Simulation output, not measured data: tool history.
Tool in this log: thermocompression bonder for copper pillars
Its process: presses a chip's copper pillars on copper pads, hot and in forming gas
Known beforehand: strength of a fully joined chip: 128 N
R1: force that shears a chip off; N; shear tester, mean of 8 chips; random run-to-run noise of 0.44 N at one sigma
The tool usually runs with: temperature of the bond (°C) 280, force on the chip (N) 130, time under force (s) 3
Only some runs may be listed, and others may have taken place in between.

run 1 hour=0 | temperature_of_the_bond_(°C)=280 force_on_the_chip_(N)=130 time_under_force_(s)=3 | R1=50.3
run 2 hour=64.6 | temperature_of_the_bond_(°C)=280 force_on_the_chip_(N)=130 time_under_force_(s)=3 | R1=49.7
run 3 hour=107.2 | temperature_of_the_bond_(°C)=280 force_on_the_chip_(N)=103 time_under_force_(s)=3 | R1=40.7
-- hour=120.5 forming gas filter changed
run 4 hour=151.9 | temperature_of_the_bond_(°C)=280 force_on_the_chip_(N)=130 time_under_force_(s)=3 | R1=53.8
run 5 hour=224 | temperature_of_the_bond_(°C)=280 force_on_the_chip_(N)=130 time_under_force_(s)=3 | R1=52.4
run 6 hour=254.4 | temperature_of_the_bond_(°C)=280 force_on_the_chip_(N)=130 time_under_force_(s)=3 | R1=51.8
run 7 hour=288.9 | temperature_of_the_bond_(°C)=280 force_on_the_chip_(N)=130 time_under_force_(s)=3 | R1=51.9
run 8 hour=322.1 | temperature_of_the_bond_(°C)=280 force_on_the_chip_(N)=184 time_under_force_(s)=3 | R1=66.9
run 9 hour=357.9 | temperature_of_the_bond_(°C)=280 force_on_the_chip_(N)=184 time_under_force_(s)=3 | R1=66.4
-- hour=364.3 force cell calibrated
run 10 hour=410.2 | temperature_of_the_bond_(°C)=280 force_on_the_chip_(N)=118 time_under_force_(s)=2 | R1=35.5
-- hour=439.1 forming gas filter changed
run 11 hour=467.2 | temperature_of_the_bond_(°C)=280 force_on_the_chip_(N)=150 time_under_force_(s)=2 | R1=49.6
run 12 hour=501.7 | temperature_of_the_bond_(°C)=284 force_on_the_chip_(N)=139 time_under_force_(s)=3 | R1=55.3
run 13 hour=568.2 | temperature_of_the_bond_(°C)=280 force_on_the_chip_(N)=143 time_under_force_(s)=9 | R1=76.2
run 14 hour=614 | temperature_of_the_bond_(°C)=280 force_on_the_chip_(N)=143 time_under_force_(s)=9 | R1=74.6
run 15 hour=658.8 | temperature_of_the_bond_(°C)=268 force_on_the_chip_(N)=103 time_under_force_(s)=9 | R1=49.3

3 ways to go on from here, each from the tool as it stands after run 15. What would each give?
run A hour=724.3 | temperature_of_the_bond_(°C)=280 force_on_the_chip_(N)=185 time_under_force_(s)=3 | R1=?
run B hour=724.3 | temperature_of_the_bond_(°C)=307 force_on_the_chip_(N)=151 time_under_force_(s)=3 | R1=?
run C hour=724.3 | temperature_of_the_bond_(°C)=295 force_on_the_chip_(N)=97 time_under_force_(s)=5 | R1=?

run=A R1=61.4
run=B R1=72.6
run=C R1=53.4
Without the tool's unlogged condition, the same runs would have read:
run=A R1=70.4
run=B R1=82.6
run=C R1=61.4
